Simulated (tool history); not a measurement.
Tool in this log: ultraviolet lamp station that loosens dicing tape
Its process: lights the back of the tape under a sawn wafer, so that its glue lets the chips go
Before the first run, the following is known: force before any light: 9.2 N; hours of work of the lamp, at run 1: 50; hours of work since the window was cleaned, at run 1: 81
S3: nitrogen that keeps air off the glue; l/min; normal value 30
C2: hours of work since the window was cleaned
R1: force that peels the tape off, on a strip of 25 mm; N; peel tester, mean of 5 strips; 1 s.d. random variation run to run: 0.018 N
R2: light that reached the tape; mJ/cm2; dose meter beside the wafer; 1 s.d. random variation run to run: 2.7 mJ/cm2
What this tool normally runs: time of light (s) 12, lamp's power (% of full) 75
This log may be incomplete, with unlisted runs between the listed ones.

run 1 hour=0.0 | time_of_light_(s)=12 lamp's_power_(%_of_full)=75 S3=30 | hours_of_work_of_the_lamp=50 C2=81 | R1=0.959 R2=336
run 2 hour=21.3 | time_of_light_(s)=12 lamp's_power_(%_of_full)=75 S3=30 | hours_of_work_of_the_lamp=61 C2=92 | R1=0.936 R2=329
run 3 hour=58.8 | time_of_light_(s)=12 lamp's_power_(%_of_full)=75 S3=30 | hours_of_work_of_the_lamp=81 C2=111 | R1=0.978 R2=328
run 4 hour=98.2 | time_of_light_(s)=12 lamp's_power_(%_of_full)=75 S3=30 | hours_of_work_of_the_lamp=102 C2=132 | R1=1.017 R2=321
run 5 hour=137.0 | time_of_light_(s)=12 lamp's_power_(%_of_full)=75 S3=30 | hours_of_work_of_the_lamp=122 C2=152 | R1=1.049 R2=316
run 6 hour=159.8 | time_of_light_(s)=12 lamp's_power_(%_of_full)=75 S3=30 | hours_of_work_of_the_lamp=134 C2=164 | R1=1.047 R2=314
run 7 hour=190.2 | time_of_light_(s)=12 lamp's_power_(%_of_full)=75 S3=30 | hours_of_work_of_the_lamp=150 C2=180 | R1=1.095 R2=310
run 8 hour=234.9 | time_of_light_(s)=14 lamp's_power_(%_of_full)=75 S3=30 | hours_of_work_of_the_lamp=173 C2=204 | R1=0.800 R2=361
run 9 hour=263.6 | time_of_light_(s)=14 lamp's_power_(%_of_full)=75 S3=30 | hours_of_work_of_the_lamp=188 C2=219 | R1=0.861 R2=356
run 10 hour=296.2 | time_of_light_(s)=12 lamp's_power_(%_of_full)=75 S3=30 | hours_of_work_of_the_lamp=206 C2=236 | R1=1.196 R2=301
run 11 hour=327.9 | time_of_light_(s)=12 lamp's_power_(%_of_full)=75 S3=30 | hours_of_work_of_the_lamp=222 C2=252 | R1=1.180 R2=296
run 12 hour=361.0 | time_of_light_(s)=12 lamp's_power_(%_of_full)=75 S3=30 | hours_of_work_of_the_lamp=240 C2=270 | R1=1.203 R2=297
run 13 hour=389.4 | time_of_light_(s)=12 lamp's_power_(%_of_full)=75 S3=30 | hours_of_work_of_the_lamp=254 C2=285 | R1=1.180 R2=291
run 14 hour=427.1 | time_of_light_(s)=12 lamp's_power_(%_of_full)=75 S3=30 | hours_of_work_of_the_lamp=274 C2=304 | R1=1.294 R2=289
run 15 hour=472.9 | time_of_light_(s)=12 lamp's_power_(%_of_full)=75 S3=30 | hours_of_work_of_the_lamp=298 C2=328 | R1=1.265 R2=282
run 16 hour=501.1 | time_of_light_(s)=11 lamp's_power_(%_of_full)=75 S3=30 | hours_of_work_of_the_lamp=313 C2=343 | R1=1.527 R2=255
run 17 hour=530.3 | time_of_light_(s)=11 lamp's_power_(%_of_full)=75 S3=30 | hours_of_work_of_the_lamp=328 C2=359 | R1=1.508 R2=252
run 18 hour=574.5 | time_of_light_(s)=11 lamp's_power_(%_of_full)=75 S3=30 | hours_of_work_of_the_lamp=351 C2=382 | R1=1.673 R2=250
run 19 hour=598.0 | time_of_light_(s)=11 lamp's_power_(%_of_full)=75 S3=30 | hours_of_work_of_the_lamp=364 C2=394 | R1=1.572 R2=249
-- hour=605.7 window cleaned of glue's vapour
run 20 hour=637.3 | time_of_light_(s)=12 lamp's_power_(%_of_full)=75 S3=30 | hours_of_work_of_the_lamp=384 C2=17 | R1=1.430 R2=255
run 21 hour=682.7 | time_of_light_(s)=12 lamp's_power_(%_of_full)=75 S3=30 | hours_of_work_of_the_lamp=408 C2=40 | R1=1.526 R2=258
run 22 hour=721.0 | time_of_light_(s)=12 lamp's_power_(%_of_full)=75 S3=30 | hours_of_work_of_the_lamp=428 C2=60 | R1=1.607 R2=250
run 23 hour=752.8 | time_of_light_(s)=9 lamp's_power_(%_of_full)=65 S3=34 | hours_of_work_of_the_lamp=445 C2=77 | R1=2.762 R2=164
-- hour=760.0 window cleaned of glue's vapour, once more
run 24 hour=784.5 | time_of_light_(s)=12 lamp's_power_(%_of_full)=74 S3=50 | hours_of_work_of_the_lamp=461 C2=13 | R1=0.896 R2=277
run 25 hour=827.9 | time_of_light_(s)=12 lamp's_power_(%_of_full)=74 S3=50 | hours_of_work_of_the_lamp=484 C2=36 | R1=0.960 R2=271
run 26 hour=852.1 | time_of_light_(s)=18 lamp's_power_(%_of_full)=85 S3=14 | hours_of_work_of_the_lamp=496 C2=48 | R1=0.910 R2=468
run 27 hour=887.9 | time_of_light_(s)=18 lamp's_power_(%_of_full)=85 S3=14 | hours_of_work_of_the_lamp=515 C2=67 | R1=0.958 R2=462
run 28 hour=907.9 | time_of_light_(s)=18 lamp's_power_(%_of_full)=93 S3=51 | hours_of_work_of_the_lamp=526 C2=77 | R1=0.283 R2=499
run 29 hour=953.9 | time_of_light_(s)=18 lamp's_power_(%_of_full)=93 S3=51 | hours_of_work_of_the_lamp=550 C2=102 | R1=0.283 R2=494
run 30 hour=979.0 | time_of_light_(s)=12 lamp's_power_(%_of_full)=93 S3=54 | hours_of_work_of_the_lamp=563 C2=115 | R1=0.612 R2=325
run 31 hour=1010.3 | time_of_light_(s)=12 lamp's_power_(%_of_full)=93 S3=54 | hours_of_work_of_the_lamp=579 C2=131 | R1=0.633 R2=320
run 32 hour=1032.6 | time_of_light_(s)=9 lamp's_power_(%_of_full)=63 S3=30 | hours_of_work_of_the_lamp=591 C2=143 | R1=2.937 R2=159
run 33 hour=1057.8 | time_of_light_(s)=9 lamp's_power_(%_of_full)=63 S3=30 | hours_of_work_of_the_lamp=604 C2=156 | R1=2.955 R2=164
-- hour=1083.0 lamp changed
run 34 hour=1086.6 | time_of_light_(s)=8 lamp's_power_(%_of_full)=82 S3=14 | hours_of_work_of_the_lamp=2 C2=171 | R1=2.681 R2=241
run 35 hour=1108.5 | time_of_light_(s)=8 lamp's_power_(%_of_full)=82 S3=14 | hours_of_work_of_the_lamp=13 C2=182 | R1=2.694 R2=241
run 36 hour=1140.0 | time_of_light_(s)=19 lamp's_power_(%_of_full)=75 S3=19 | hours_of_work_of_the_lamp=30 C2=199 | R1=0.569 R2=522
run 37 hour=1161.6 | time_of_light_(s)=19 lamp's_power_(%_of_full)=77 S3=51 | hours_of_work_of_the_lamp=41 C2=210 | R1=0.251 R2=525
run 38 hour=1190.5 | time_of_light_(s)=19 lamp's_power_(%_of_full)=77 S3=51 | hours_of_work_of_the_lamp=56 C2=225 | R1=0.263 R2=526
run 39 hour=1234.7 | time_of_light_(s)=18 lamp's_power_(%_of_full)=64 S3=24 | hours_of_work_of_the_lamp=80 C2=248 | R1=0.768 R2=407
run 40 hour=1254.1 | time_of_light_(s)=6 lamp's_power_(%_of_full)=76 S3=24 | hours_of_work_of_the_lamp=90 C2=259 | R1=3.256 R2=161
run 41 hour=1293.1 | time_of_light_(s)=6 lamp's_power_(%_of_full)=76 S3=24 | hours_of_work_of_the_lamp=110 C2=279 | R1=3.384 R2=160
run 42 hour=1317.8 | time_of_light_(s)=6 lamp's_power_(%_of_full)=76 S3=24 | hours_of_work_of_the_lamp=123 C2=292 | R1=3.308 R2=151
run 43 hour=1343.7 | time_of_light_(s)=22 lamp's_power_(%_of_full)=64 S3=30 | hours_of_work_of_the_lamp=137 C2=305 | R1=0.421 R2=485

Consider 3 possible next runs. They are alternatives, not a sequence: every one starts from the tool as it was left by run 43. What does each give?
run A hour=1372.1 | time_of_light_(s)=16 lamp's_power_(%_of_full)=75 S3=30 | hours_of_work_of_the_lamp=152 C2=320 | R1=? R2=?
run B hour=1372.1 | time_of_light_(s)=22 lamp's_power_(%_of_full)=96 S3=30 | hours_of_work_of_the_lamp=152 C2=320 | R1=? R2=?
run C hour=1372.1 | time_of_light_(s)=22 lamp's_power_(%_of_full)=94 S3=30 | hours_of_work_of_the_lamp=152 C2=320 | R1=? R2=?

run=A R1=0.617 R2=405
run=B R1=0.227 R2=711
run=C R1=0.223 R2=693
With no hidden state in the tool, these same runs would have given:
run=A R1=0.446 R2=473
run=B R1=0.199 R2=828
run=C R1=0.194 R2=808

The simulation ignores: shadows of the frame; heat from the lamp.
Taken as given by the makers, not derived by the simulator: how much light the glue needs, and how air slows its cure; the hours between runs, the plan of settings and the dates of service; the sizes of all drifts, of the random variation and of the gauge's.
